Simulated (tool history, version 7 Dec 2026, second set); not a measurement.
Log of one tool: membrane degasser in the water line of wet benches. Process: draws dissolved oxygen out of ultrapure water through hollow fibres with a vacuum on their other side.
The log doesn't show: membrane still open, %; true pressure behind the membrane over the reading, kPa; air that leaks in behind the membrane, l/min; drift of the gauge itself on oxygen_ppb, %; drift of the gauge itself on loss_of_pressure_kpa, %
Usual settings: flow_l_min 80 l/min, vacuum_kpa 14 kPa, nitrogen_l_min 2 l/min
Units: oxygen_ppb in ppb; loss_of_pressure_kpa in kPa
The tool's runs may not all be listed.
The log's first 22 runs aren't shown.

| run | hour | flow_l_min | vacuum_kpa | nitrogen_l_min | hours since the membrane was changed | hours since the vacuum gauge was calibrated | hours since the vacuum lines were made tight | oxygen_ppb | loss_of_pressure_kpa |
|---|---|---|---|---|---|---|---|---|---|
| 23 | 1627.4 | 80 | 14 | 1.19 | 3048 | 3883 | 6389 | 1251 | 35.04 |
| 24 | 1690 | 105 | 14 | 3.39 | 3110 | 3946 | 6451 | 951.6 | 46.73 |
| 25 | 1758.4 | 105 | 14 | 3.39 | 3179 | 4014 | 6520 | 939.2 | 46.31 |
| 26 | 1820.1 | 124 | 12.6 | 3.61 | 3240 | 4076 | 6582 | 1084.7 | 54.52 |
| 27 | 1882.7 | 91 | 14 | 1.95 | 3303 | 4138 | 6644 | 1075.4 | 40.17 |
| 28 | 1964.7 | 91 | 14 | 1.95 | 3385 | 4220 | 6726 | 1081.2 | 39.88 |
| 29 | 2045.4 | 53 | 14 | 1.32 | 3466 | 4301 | 6807 | 824.5 | 23.34 |
| 30 | 2097.8 | 80 | 8.8 | 2 | 3518 | 4353 | 6859 | 555.7 | 35.33 |
| 31 | 2159.8 | 80 | 8.8 | 2 | 3580 | 4415 | 6921 | 549.9 | 35.34 |
| 32 | 2210.4 | 80 | 8.8 | 2 | 3631 | 4466 | 6972 | 553.6 | 35.09 |

3 ways to go on from here, each from the tool as it stands after run 32. What would each give?
| A | 2278.4 | 80 | 8.8 | 1.42 | 3699 | 4534 | 7040 | ? | ? |
| B | 2278.4 | 87 | 21.8 | 2 | 3699 | 4534 | 7040 | ? | ? |
| C | 2278.4 | 80 | 14 | 3.72 | 3699 | 4534 | 7040 | ? | ? |

| run | oxygen_ppb | loss_of_pressure_kpa |
|---|---|---|
| A | 673.4 | 35.48 |
| B | 1515.1 | 38.47 |
| C | 608.1 | 35.43 |
Without the tool's hidden state the same runs would have given:
| run | oxygen_ppb | loss_of_pressure_kpa |
|---|---|---|
| A | 672.9 | 35.47 |
| B | 1514.7 | 38.45 |
| C | 607.7 | 35.42 |

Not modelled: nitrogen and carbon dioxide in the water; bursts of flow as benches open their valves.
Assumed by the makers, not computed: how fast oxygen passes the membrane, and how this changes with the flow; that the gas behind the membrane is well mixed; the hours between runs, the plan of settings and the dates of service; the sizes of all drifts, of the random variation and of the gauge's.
